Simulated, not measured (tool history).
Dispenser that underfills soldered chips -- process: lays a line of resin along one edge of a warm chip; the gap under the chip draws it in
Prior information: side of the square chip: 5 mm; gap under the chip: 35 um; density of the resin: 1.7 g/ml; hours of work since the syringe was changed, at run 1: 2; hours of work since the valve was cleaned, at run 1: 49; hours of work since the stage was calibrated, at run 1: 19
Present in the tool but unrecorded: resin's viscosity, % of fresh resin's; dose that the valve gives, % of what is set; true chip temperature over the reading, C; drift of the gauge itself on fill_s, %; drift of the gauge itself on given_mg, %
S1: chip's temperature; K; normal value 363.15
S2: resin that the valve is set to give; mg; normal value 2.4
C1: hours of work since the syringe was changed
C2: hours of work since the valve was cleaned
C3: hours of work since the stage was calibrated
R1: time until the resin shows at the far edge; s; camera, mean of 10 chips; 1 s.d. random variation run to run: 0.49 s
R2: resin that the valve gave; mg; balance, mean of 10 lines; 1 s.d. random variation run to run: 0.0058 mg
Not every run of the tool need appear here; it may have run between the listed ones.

run	day	S1	S2	C1	C2	C3	R1	R2
1	0	363.15	2.4	2	49	19	42.8	2.354
2	0.192	363.15	2.4	6	53	23	46.8	2.342
3	0.338	363.15	2.4	9	56	26	51.6	2.34
4	0.496	363.15	2.4	11	59	29	55.6	2.327
# day 0.55: new syringe of resin
5	0.658	363.15	2.4	2	61	32	41.3	2.347
6	0.746	363.15	2.4	4	63	33	43.5	2.325
7	0.854	373.15	2.4	6	65	35	35.8	2.324
8	1.021	373.15	2.4	9	68	38	40.3	2.32
# day 1.196: new syringe of resin
9	1.212	372.15	2.4	0	72	42	30.7	2.308
10	1.312	372.15	2.4	2	74	44	33.4	2.313
11	1.496	363.15	2.4	6	77	47	47.4	2.309
12	1.612	363.15	2.4	8	79	49	50.7	2.307
13	1.758	350.15	2.47	11	82	52	80.8	2.36
# day 1.846: new syringe of resin
14	1.95	375.15	2.86	2	85	55	30.2	2.738
15	2.142	375.15	2.86	6	89	59	34.2	2.725
16	2.262	357.15	2.7	8	91	61	58.6	2.568
17	2.35	376.15	2.22	9	93	63	38.8	2.122
18	2.479	366.15	2.39	12	95	65	53.3	2.265
# day 2.504: new syringe of resin
# day 2.596: dispensing valve cleaned and set on the balance
19	2.662	359.15	2.59	2	1	68	48.7	2.584
20	2.867	371.15	3.04	6	5	72	39.2	3.022
21	3.017	349.15	2.2	9	8	74	82	2.185
# day 3.2: new syringe of resin
22	3.233	349.15	2.2	1	12	78	62.4	2.184
23	3.346	374.15	2.43	3	14	81	33.1	2.399
24	3.5	374.15	2.43	6	17	83	36.6	2.41

What differs in the tool's unlogged condition from the final listed run ahead of each entry between runs to the first listed run following it?
After run 4, before run 5: new syringe of resin (day 0.55)
  resin's viscosity, % of fresh resin's: 142.8 -> 104.7; dose that the valve gives, % of what is set: 97.14 -> 97.01; true chip temperature over the reading, C: -0.25 -> -0.27
  difference, measured minus the result without the unlogged condition, R1: +17.1 -> +2.2 s; R2: -0.068 -> -0.072 mg
After run 8, before run 9: new syringe of resin (day 1.196)
  resin's viscosity, % of fresh resin's: 130 -> 100.9; dose that the valve gives, % of what is set: 96.66 -> 96.49; true chip temperature over the reading, C: -0.32 -> -0.34
  difference, measured minus the result without the unlogged condition, R1: +9.7 -> +0.7 s; R2: -0.08 -> -0.084 mg
After run 13, before run 14: new syringe of resin (day 1.846)
  resin's viscosity, % of fresh resin's: 139.8 -> 106.2; dose that the valve gives, % of what is set: 95.94 -> 95.77; true chip temperature over the reading, C: -0.42 -> -0.45
  difference, measured minus the result without the unlogged condition, R1: +24 -> +2.1 s; R2: -0.1 -> -0.121 mg
After run 18, before run 19: new syringe of resin (day 2.504); dispensing valve cleaned and set on the balance (day 2.596)
  resin's viscosity, % of fresh resin's: 145.4 -> 109.8; dose that the valve gives, % of what is set: 95.23 -> 99.64; true chip temperature over the reading, C: -0.52 -> -0.54
  difference, measured minus the result without the unlogged condition, R1: +17.3 -> +5 s; R2: -0.113 -> -0.009 mg
After run 21, before run 22: new syringe of resin (day 3.2)
  resin's viscosity, % of fresh resin's: 135.5 -> 103.7; dose that the valve gives, % of what is set: 99.3 -> 99.11; true chip temperature over the reading, C: -0.59 -> -0.62
  difference, measured minus the result without the unlogged condition, R1: +22.6 -> +3.4 s; R2: -0.016 -> -0.02 mg
